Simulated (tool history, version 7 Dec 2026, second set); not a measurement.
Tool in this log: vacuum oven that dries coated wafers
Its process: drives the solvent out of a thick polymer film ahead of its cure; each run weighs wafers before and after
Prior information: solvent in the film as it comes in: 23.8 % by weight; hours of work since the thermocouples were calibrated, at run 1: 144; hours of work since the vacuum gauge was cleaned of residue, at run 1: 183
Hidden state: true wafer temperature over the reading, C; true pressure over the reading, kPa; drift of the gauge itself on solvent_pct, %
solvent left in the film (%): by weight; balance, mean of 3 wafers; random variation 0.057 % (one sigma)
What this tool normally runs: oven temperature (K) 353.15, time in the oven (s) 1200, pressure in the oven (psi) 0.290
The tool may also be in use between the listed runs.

run     day  oven temperature (K)  time in the oven (s)  pressure in the oven (psi)  hours of work since the thermocouples were calibrated  hours of work since the vacuum gauge was cleaned of residue  solvent left in the film (%)
  1   0.000                353.15                  1200                       0.290                                                    144                                                          183                          2.85
  2   0.750                353.15                   720                       0.290                                                    157                                                          196                          4.71
  3   1.342                353.15                   720                       0.290                                                    167                                                          205                          4.74
  4   1.875                353.15                  1200                       0.290                                                    176                                                          214                          2.96
  5   2.354                353.15                  1200                       0.290                                                    184                                                          222                          2.89
  6   2.933                353.15                  1200                       0.206                                                    193                                                          232                          2.23
  7   3.521                350.15                  1200                       0.290                                                    203                                                          242                          3.75
  8   4.062                350.15                  1200                       0.290                                                    212                                                          251                          3.83
  9   4.658                350.15                  1200                       0.290                                                    222                                                          261                          3.91
 10   5.238                350.15                  1200                       0.290                                                    232                                                          270                          3.83
 11   5.942                353.15                  1200                       0.290                                                    244                                                          282                          2.91
 12   6.621                353.15                  1200                       0.290                                                    255                                                          294                          3.06
 13   7.067                353.15                  1200                       0.290                                                    262                                                          301                          3.07
 14   7.842                345.15                  1200                       0.290                                                    275                                                          314                          6.06
 15   8.196                362.15                  1800                       0.290                                                    281                                                          320                          1.66
 16   8.608                367.15                  1080                       0.290                                                    288                                                          327                          1.35
 17   9.021                352.15                  1980                       0.290                                                    295                                                          334                          2.51
 18   9.500                353.15                  1260                       0.290                                                    303                                                          342                          2.86
 19  10.046                364.15                  1320                       0.152                                                    312                                                          351                          0.87
 20  10.783                353.15                  1740                       1.069                                                    324                                                          363                          8.37
 21  11.442                347.15                  1260                       0.290                                                    335                                                          374                          4.89

Run 22 is up next; what results do you expect?
 22  11.754                347.15                  1080                       0.162                                                    341                                                          379                             ?

{"run 22": {"solvent left in the film (%)": 4.63}}
The same run, on a tool lacking any hidden state, would have yielded solvent left in the film (%) 4.07.
